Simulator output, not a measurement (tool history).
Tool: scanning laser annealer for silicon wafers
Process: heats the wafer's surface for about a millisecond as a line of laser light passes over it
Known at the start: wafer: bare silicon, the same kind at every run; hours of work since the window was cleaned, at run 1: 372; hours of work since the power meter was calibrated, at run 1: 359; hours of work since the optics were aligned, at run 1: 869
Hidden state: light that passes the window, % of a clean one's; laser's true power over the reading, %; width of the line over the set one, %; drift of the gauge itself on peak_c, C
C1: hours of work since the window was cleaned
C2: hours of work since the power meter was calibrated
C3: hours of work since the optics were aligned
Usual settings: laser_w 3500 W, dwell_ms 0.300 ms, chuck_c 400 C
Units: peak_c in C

{"run": 1, "hour": 0.0, "laser_w": 3500, "dwell_ms": 0.3, "chuck_c": 400, "C1": 372, "C2": 359, "C3": 869, "peak_c": 1106}
{"run": 2, "hour": 11.9, "laser_w": 3500, "dwell_ms": 0.3, "chuck_c": 400, "C1": 380, "C2": 368, "C3": 878, "peak_c": 1102}
{"run": 3, "hour": 22.3, "laser_w": 3057, "dwell_ms": 0.3, "chuck_c": 400, "C1": 388, "C2": 375, "C3": 885, "peak_c": 1007}
{"run": 4, "hour": 34.1, "laser_w": 3057, "dwell_ms": 0.3, "chuck_c": 400, "C1": 397, "C2": 384, "C3": 894, "peak_c": 1005}
{"run": 5, "hour": 45.6, "laser_w": 3057, "dwell_ms": 0.3, "chuck_c": 400, "C1": 405, "C2": 392, "C3": 902, "peak_c": 1008}
{"run": 6, "hour": 54.6, "laser_w": 3500, "dwell_ms": 0.3, "chuck_c": 400, "C1": 412, "C2": 399, "C3": 909, "peak_c": 1103}
{"run": 7, "hour": 60.5, "laser_w": 3231, "dwell_ms": 0.3, "chuck_c": 400, "C1": 416, "C2": 403, "C3": 913, "peak_c": 1040}
{"run": 8, "hour": 68.3, "laser_w": 3231, "dwell_ms": 0.3, "chuck_c": 400, "C1": 422, "C2": 409, "C3": 919, "peak_c": 1041}
{"run": 9, "hour": 74.3, "laser_w": 3231, "dwell_ms": 0.3, "chuck_c": 400, "C1": 426, "C2": 413, "C3": 923, "peak_c": 1042}
{"hour": 77.0, "done": "window over the wafer cleaned"}
{"run": 10, "hour": 86.4, "laser_w": 3231, "dwell_ms": 0.262, "chuck_c": 397, "C1": 7, "C2": 421, "C3": 931, "peak_c": 985}
{"run": 11, "hour": 91.8, "laser_w": 3464, "dwell_ms": 0.263, "chuck_c": 393, "C1": 11, "C2": 425, "C3": 935, "peak_c": 1027}
{"run": 12, "hour": 97.5, "laser_w": 3764, "dwell_ms": 0.263, "chuck_c": 439, "C1": 15, "C2": 429, "C3": 939, "peak_c": 1132}
{"run": 13, "hour": 108.5, "laser_w": 3500, "dwell_ms": 0.3, "chuck_c": 380, "C1": 23, "C2": 437, "C3": 947, "peak_c": 1071}
{"run": 14, "hour": 120.0, "laser_w": 3500, "dwell_ms": 0.3, "chuck_c": 380, "C1": 32, "C2": 446, "C3": 955, "peak_c": 1069}
{"run": 15, "hour": 129.1, "laser_w": 3401, "dwell_ms": 0.335, "chuck_c": 377, "C1": 38, "C2": 452, "C3": 962, "peak_c": 1089}
{"hour": 138.4, "done": "window over the wafer cleaned, once more"}
{"run": 16, "hour": 138.4, "laser_w": 3401, "dwell_ms": 0.317, "chuck_c": 410, "C1": 0, "C2": 458, "C3": 967, "peak_c": 1141}
{"run": 17, "hour": 150.3, "laser_w": 3401, "dwell_ms": 0.317, "chuck_c": 410, "C1": 9, "C2": 466, "C3": 976, "peak_c": 1142}

The same runs without the tool's hidden state, with the same run-to-run variation:
run=1 peak_c=1143
run=2 peak_c=1140
run=3 peak_c=1041
run=4 peak_c=1040
run=5 peak_c=1043
run=6 peak_c=1144
run=7 peak_c=1078
run=8 peak_c=1080
run=9 peak_c=1081
run=10 peak_c=1028
run=11 peak_c=1073
run=12 peak_c=1184
run=13 peak_c=1123
run=14 peak_c=1122
run=15 peak_c=1144
run=16 peak_c=1153
run=17 peak_c=1155
